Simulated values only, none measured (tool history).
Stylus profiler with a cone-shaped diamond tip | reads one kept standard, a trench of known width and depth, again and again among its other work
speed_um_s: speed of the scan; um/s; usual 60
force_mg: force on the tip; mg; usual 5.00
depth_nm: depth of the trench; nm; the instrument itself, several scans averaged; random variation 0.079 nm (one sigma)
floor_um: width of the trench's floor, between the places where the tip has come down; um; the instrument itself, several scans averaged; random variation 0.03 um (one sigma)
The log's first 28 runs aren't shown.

{"run": 29, "hour": 2565.9, "speed_um_s": 77, "force_mg": 5.39, "depth_nm": 205.23, "floor_um": 45.39}
{"run": 30, "hour": 2647.2, "speed_um_s": 30, "force_mg": 7.54, "depth_nm": 206.49, "floor_um": 45.35}
{"run": 31, "hour": 2744.8, "speed_um_s": 111, "force_mg": 7.93, "depth_nm": 206.74, "floor_um": 45.25}
{"run": 32, "hour": 2822.0, "speed_um_s": 111, "force_mg": 7.93, "depth_nm": 206.72, "floor_um": 45.15}
{"run": 33, "hour": 2945.6, "speed_um_s": 201, "force_mg": 14.24, "depth_nm": 209.5, "floor_um": 45.02}
{"run": 34, "hour": 3060.3, "speed_um_s": 28, "force_mg": 13.35, "depth_nm": 209.01, "floor_um": 45.09}
{"run": 35, "hour": 3126.6, "speed_um_s": 28, "force_mg": 13.35, "depth_nm": 209.16, "floor_um": 44.96}
{"run": 36, "hour": 3206.0, "speed_um_s": 28, "force_mg": 13.35, "depth_nm": 209.17, "floor_um": 44.96}
{"hour": 3300.7, "done": "new tip fitted, height scale calibrated"}
{"run": 37, "hour": 3324.8, "speed_um_s": 23, "force_mg": 13.29, "depth_nm": 207.51, "floor_um": 47.15}
{"run": 38, "hour": 3378.6, "speed_um_s": 27, "force_mg": 3.95, "depth_nm": 203.27, "floor_um": 47.07}
{"run": 39, "hour": 3466.6, "speed_um_s": 101, "force_mg": 9.81, "depth_nm": 206.22, "floor_um": 46.89}
{"run": 40, "hour": 3561.4, "speed_um_s": 101, "force_mg": 6.92, "depth_nm": 204.92, "floor_um": 46.74}
{"run": 41, "hour": 3680.6, "speed_um_s": 23, "force_mg": 7.1, "depth_nm": 205.11, "floor_um": 46.68}
{"run": 42, "hour": 3756.7, "speed_um_s": 26, "force_mg": 4.55, "depth_nm": 203.89, "floor_um": 46.58}
{"run": 43, "hour": 3833.9, "speed_um_s": 38, "force_mg": 2.0, "depth_nm": 202.34, "floor_um": 46.46}
{"run": 44, "hour": 3942.1, "speed_um_s": 38, "force_mg": 2.0, "depth_nm": 202.4, "floor_um": 46.33}
{"run": 45, "hour": 4061.9, "speed_um_s": 38, "force_mg": 2.0, "depth_nm": 202.44, "floor_um": 46.24}

4 ways to go on from here, each from the tool as it stands after run 45. What would each give?
{"run": "A", "hour": 4184.3, "speed_um_s": 17, "force_mg": 7.85, "depth_nm": "?", "floor_um": "?"}
{"run": "B", "hour": 4184.3, "speed_um_s": 86, "force_mg": 7.86, "depth_nm": "?", "floor_um": "?"}
{"run": "C", "hour": 4184.3, "speed_um_s": 60, "force_mg": 2.0, "depth_nm": "?", "floor_um": "?"}
{"run": "D", "hour": 4184.3, "speed_um_s": 146, "force_mg": 12.28, "depth_nm": "?", "floor_um": "?"}

run=A depth_nm=205.76 floor_um=46.12
run=B depth_nm=205.77 floor_um=46.07
run=C depth_nm=202.76 floor_um=46.05
run=D depth_nm=207.68 floor_um=46.00
Without the tool's hidden state the same runs would have given:
run=A depth_nm=205.33 floor_um=47.17
run=B depth_nm=205.35 floor_um=47.12
run=C depth_nm=202.35 floor_um=47.10
run=D depth_nm=207.25 floor_um=47.06
